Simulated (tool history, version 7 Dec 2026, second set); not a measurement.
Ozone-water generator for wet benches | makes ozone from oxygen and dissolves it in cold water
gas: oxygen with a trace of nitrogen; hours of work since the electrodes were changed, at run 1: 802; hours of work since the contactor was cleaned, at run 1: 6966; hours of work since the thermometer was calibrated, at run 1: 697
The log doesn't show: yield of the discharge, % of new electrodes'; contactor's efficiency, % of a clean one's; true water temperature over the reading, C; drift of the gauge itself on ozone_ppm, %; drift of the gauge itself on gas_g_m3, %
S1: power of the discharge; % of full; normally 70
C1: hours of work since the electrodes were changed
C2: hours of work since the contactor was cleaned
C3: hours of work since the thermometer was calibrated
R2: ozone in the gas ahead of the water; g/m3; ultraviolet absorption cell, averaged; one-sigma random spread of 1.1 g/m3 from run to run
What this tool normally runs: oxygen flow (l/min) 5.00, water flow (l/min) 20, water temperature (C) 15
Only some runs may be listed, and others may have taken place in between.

run 1 hour=0.0 | S1=70 oxygen_flow_(l/min)=5.00 water_flow_(l/min)=20 water_temperature_(C)=15 | C1=802 C2=6966 C3=697 | dissolved_ozone_(ppm)=20.5 R2=201.8
run 2 hour=182.6 | S1=70 oxygen_flow_(l/min)=7.92 water_flow_(l/min)=20 water_temperature_(C)=15 | C1=977 C2=7140 C3=872 | dissolved_ozone_(ppm)=18.9 R2=147.3
run 3 hour=355.0 | S1=70 oxygen_flow_(l/min)=5.00 water_flow_(l/min)=20 water_temperature_(C)=15 | C1=1142 C2=7305 C3=1037 | dissolved_ozone_(ppm)=20.3 R2=203.4
run 4 hour=500.5 | S1=70 oxygen_flow_(l/min)=5.00 water_flow_(l/min)=24 water_temperature_(C)=15 | C1=1281 C2=7445 C3=1176 | dissolved_ozone_(ppm)=17.6 R2=203.1
run 5 hour=699.2 | S1=70 oxygen_flow_(l/min)=5.00 water_flow_(l/min)=24 water_temperature_(C)=15 | C1=1471 C2=7635 C3=1367 | dissolved_ozone_(ppm)=17.8 R2=202.2
run 6 hour=854.5 | S1=70 oxygen_flow_(l/min)=5.00 water_flow_(l/min)=16 water_temperature_(C)=15 | C1=1620 C2=7784 C3=1515 | dissolved_ozone_(ppm)=24.2 R2=201.1
run 7 hour=1004.1 | S1=70 oxygen_flow_(l/min)=5.00 water_flow_(l/min)=16 water_temperature_(C)=15 | C1=1763 C2=7927 C3=1658 | dissolved_ozone_(ppm)=24.2 R2=204.1
run 8 hour=1192.3 | S1=70 oxygen_flow_(l/min)=5.00 water_flow_(l/min)=20 water_temperature_(C)=15 | C1=1943 C2=8107 C3=1839 | dissolved_ozone_(ppm)=20.0 R2=202.8
run 9 hour=1374.0 | S1=70 oxygen_flow_(l/min)=5.00 water_flow_(l/min)=20 water_temperature_(C)=15 | C1=2117 C2=8281 C3=2012 | dissolved_ozone_(ppm)=20.6 R2=204.0
-- hour=1583.9 contactor cleaned
run 10 hour=1584.7 | S1=70 oxygen_flow_(l/min)=5.00 water_flow_(l/min)=20 water_temperature_(C)=15 | C1=2315 C2=1 C3=2210 | dissolved_ozone_(ppm)=20.4 R2=203.9
run 11 hour=1723.4 | S1=70 oxygen_flow_(l/min)=5.00 water_flow_(l/min)=20 water_temperature_(C)=15 | C1=2448 C2=134 C3=2343 | dissolved_ozone_(ppm)=20.5 R2=203.3
run 12 hour=1934.5 | S1=70 oxygen_flow_(l/min)=5.00 water_flow_(l/min)=32 water_temperature_(C)=15 | C1=2650 C2=336 C3=2545 | dissolved_ozone_(ppm)=13.5 R2=204.6
run 13 hour=2100.8 | S1=70 oxygen_flow_(l/min)=5.00 water_flow_(l/min)=32 water_temperature_(C)=15 | C1=2809 C2=495 C3=2704 | dissolved_ozone_(ppm)=13.5 R2=202.2
run 14 hour=2217.4 | S1=70 oxygen_flow_(l/min)=5.00 water_flow_(l/min)=20 water_temperature_(C)=15 | C1=2921 C2=606 C3=2816 | dissolved_ozone_(ppm)=20.3 R2=202.8
run 15 hour=2395.9 | S1=70 oxygen_flow_(l/min)=5.00 water_flow_(l/min)=20 water_temperature_(C)=15 | C1=3092 C2=777 C3=2987 | dissolved_ozone_(ppm)=20.7 R2=204.7
run 16 hour=2582.4 | S1=70 oxygen_flow_(l/min)=5.00 water_flow_(l/min)=20 water_temperature_(C)=16 | C1=3270 C2=956 C3=3165 | dissolved_ozone_(ppm)=20.1 R2=204.3
run 17 hour=2728.9 | S1=70 oxygen_flow_(l/min)=5.00 water_flow_(l/min)=20 water_temperature_(C)=16 | C1=3410 C2=1096 C3=3305 | dissolved_ozone_(ppm)=20.3 R2=202.4
run 18 hour=2938.8 | S1=54 oxygen_flow_(l/min)=5.00 water_flow_(l/min)=21 water_temperature_(C)=15 | C1=3611 C2=1297 C3=3506 | dissolved_ozone_(ppm)=16.2 R2=167.5
run 19 hour=3078.2 | S1=54 oxygen_flow_(l/min)=7.66 water_flow_(l/min)=22 water_temperature_(C)=7 | C1=3745 C2=1430 C3=3640 | dissolved_ozone_(ppm)=16.3 R2=125.1
-- hour=3114.0 water thermometer calibrated
run 20 hour=3279.6 | S1=54 oxygen_flow_(l/min)=7.66 water_flow_(l/min)=22 water_temperature_(C)=7 | C1=3937 C2=1623 C3=159 | dissolved_ozone_(ppm)=16.3 R2=125.1
run 21 hour=3442.7 | S1=54 oxygen_flow_(l/min)=7.66 water_flow_(l/min)=22 water_temperature_(C)=7 | C1=4093 C2=1779 C3=315 | dissolved_ozone_(ppm)=16.6 R2=124.3
run 22 hour=3634.8 | S1=89 oxygen_flow_(l/min)=8.40 water_flow_(l/min)=29 water_temperature_(C)=9 | C1=4277 C2=1963 C3=498 | dissolved_ozone_(ppm)=18.3 R2=166.4
run 23 hour=3759.4 | S1=89 oxygen_flow_(l/min)=8.40 water_flow_(l/min)=29 water_temperature_(C)=9 | C1=4396 C2=2082 C3=618 | dissolved_ozone_(ppm)=18.3 R2=168.4
run 24 hour=3922.6 | S1=96 oxygen_flow_(l/min)=5.00 water_flow_(l/min)=15 water_temperature_(C)=15 | C1=4552 C2=2238 C3=774 | dissolved_ozone_(ppm)=32.1 R2=256.4
run 25 hour=4127.9 | S1=78 oxygen_flow_(l/min)=5.00 water_flow_(l/min)=20 water_temperature_(C)=15 | C1=4749 C2=2434 C3=970 | dissolved_ozone_(ppm)=22.0 R2=218.5
run 26 hour=4328.5 | S1=70 oxygen_flow_(l/min)=4.30 water_flow_(l/min)=23 water_temperature_(C)=15 | C1=4941 C2=2626 C3=1162 | dissolved_ozone_(ppm)=18.4 R2=226.5
run 27 hour=4515.5 | S1=56 oxygen_flow_(l/min)=4.05 water_flow_(l/min)=15 water_temperature_(C)=17 | C1=5120 C2=2805 C3=1341 | dissolved_ozone_(ppm)=21.6 R2=198.9
run 28 hour=4664.5 | S1=70 oxygen_flow_(l/min)=5.00 water_flow_(l/min)=14 water_temperature_(C)=8 | C1=5262 C2=2948 C3=1484 | dissolved_ozone_(ppm)=29.9 R2=205.0
run 29 hour=4854.7 | S1=70 oxygen_flow_(l/min)=5.00 water_flow_(l/min)=14 water_temperature_(C)=8 | C1=5444 C2=3130 C3=1666 | dissolved_ozone_(ppm)=29.8 R2=203.0
run 30 hour=4945.5 | S1=70 oxygen_flow_(l/min)=5.00 water_flow_(l/min)=15 water_temperature_(C)=22 | C1=5531 C2=3217 C3=1753 | dissolved_ozone_(ppm)=22.8 R2=201.8
run 31 hour=5122.9 | S1=43 oxygen_flow_(l/min)=7.33 water_flow_(l/min)=15 water_temperature_(C)=22 | C1=5701 C2=3387 C3=1923 | dissolved_ozone_(ppm)=14.1 R2=108.3
run 32 hour=5335.0 | S1=60 oxygen_flow_(l/min)=2.58 water_flow_(l/min)=15 water_temperature_(C)=15 | C1=5904 C2=3590 C3=2126 | dissolved_ozone_(ppm)=24.4 R2=290.1

How the hidden state differs across the entries between the runs, from the last listed run before each to the first after it:
After run 9, before run 10: contactor cleaned (hour 1583.9)
  contactor's efficiency, % of a clean one's: 99.8 -> 100
After run 19, before run 20: water thermometer calibrated (hour 3114.0)
  nothing in the hidden state changes from one run to the other
